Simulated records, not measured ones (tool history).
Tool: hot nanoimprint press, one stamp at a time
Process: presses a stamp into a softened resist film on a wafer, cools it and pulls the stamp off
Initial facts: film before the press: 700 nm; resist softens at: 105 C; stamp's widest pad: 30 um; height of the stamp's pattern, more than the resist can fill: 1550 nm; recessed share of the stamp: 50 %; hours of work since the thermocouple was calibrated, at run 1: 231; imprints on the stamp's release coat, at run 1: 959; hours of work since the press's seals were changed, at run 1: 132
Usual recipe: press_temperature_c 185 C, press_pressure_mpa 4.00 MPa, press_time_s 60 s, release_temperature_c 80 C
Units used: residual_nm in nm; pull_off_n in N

run     day  press_temperature_c  press_pressure_mpa  press_time_s  release_temperature_c  hours of work since the thermocouple was calibrated  imprints on the stamp's release coat  hours of work since the press's seals were changed  residual_nm  pull_off_n
  1   0.000                  185                4.00            60                     80                                                  231                                   959                                                 132        269.0         172
      1.317  -- stamp cleaned and given a new release coat
  2   3.500                  185                4.00            60                     79                                                  283                                   185                                                 184        268.7         168
  3   6.771                  185                4.00            60                     70                                                  335                                   462                                                 237        270.2         182
  4   9.138                  185                4.00            60                     80                                                  373                                   663                                                 275        270.7         169
  5  11.312                  185                4.00            60                     80                                                  408                                   847                                                 309        268.3         174
     11.596  -- plate thermocouple calibrated
     14.017  -- stamp cleaned and given a new release coat
  6  14.017                  185                4.00           100                     80                                                   35                                     0                                                 347        223.0         162
  7  16.046                  185                4.00           100                     80                                                   67                                   172                                                 379        224.1         162
  8  18.008                  185                4.00           100                     80                                                   99                                   338                                                 411        224.6         164
  9  19.767                  185                4.00           100                     80                                                  127                                   487                                                 439        226.0         163
 10  22.742                  185                4.00            60                     80                                                  175                                   739                                                 487        267.9         170
 11  24.921                  185                4.00            60                     80                                                  210                                   923                                                 522        270.1         171
     26.725  -- stamp cleaned and given a new release coat
 12  28.121                  185                4.00            60                     80                                                  257                                   118                                                 569        271.3         163
 13  31.367                  184                4.11           116                     66                                                  309                                   393                                                 621        222.9         189
 14  33.254                  184                4.11           116                     66                                                  339                                   553                                                 651        220.6         191
 15  35.179                  184                4.11           116                     66                                                  370                                   716                                                 682        221.3         195
 16  37.596                  184                4.11           116                     66                                                  409                                   920                                                 721        221.0         199
     37.896  -- plate thermocouple calibrated
     39.438  -- stamp cleaned and given a new release coat
 17  40.592                  185                4.11            38                     87                                                   39                                    98                                                 763        309.0         148
 18  41.971                  185                3.51            60                     78                                                   61                                   215                                                 785        293.1         163
 19  43.808                  185                3.51            60                     78                                                   91                                   370                                                 814        295.2         169
 20  45.546                  188                4.65            35                     73                                                  119                                   518                                                 842        274.7         181
 21  47.312                  188                4.65            35                     84                                                  147                                   667                                                 870        280.2         161
     48.938  -- press's hydraulic seals changed and the load cell set to zero
 22  49.667                  188                4.65            35                     84                                                  179                                   838                                                  12        264.3         162
 23  52.067                  188                4.65            35                     84                                                  218                                  1041                                                  50        264.1         165
     52.462  -- stamp cleaned and given a new release coat
 24  54.508                  188                4.65            35                     84                                                  253                                   173                                                  85        267.3         157

3 options for the next run, each taken on its own from the tool as it stands now. Forecast them:
  A  56.921                  195                4.00            60                     80                                                  292                                   377                                                 124            ?           ?
  B  56.921                  185                4.00            60                     87                                                  292                                   377                                                 124            ?           ?
  C  56.921                  185                4.00           120                     80                                                  292                                   377                                                 124            ?           ?

run  residual_nm  pull_off_n
  A        196.7         166
  B        265.7         157
  C        212.6         168
Take away the tool's hidden state, keep each run's random variation, and the runs would have read:
run  residual_nm  pull_off_n
  A        192.2         161
  B        259.1         152
  C        207.1         162

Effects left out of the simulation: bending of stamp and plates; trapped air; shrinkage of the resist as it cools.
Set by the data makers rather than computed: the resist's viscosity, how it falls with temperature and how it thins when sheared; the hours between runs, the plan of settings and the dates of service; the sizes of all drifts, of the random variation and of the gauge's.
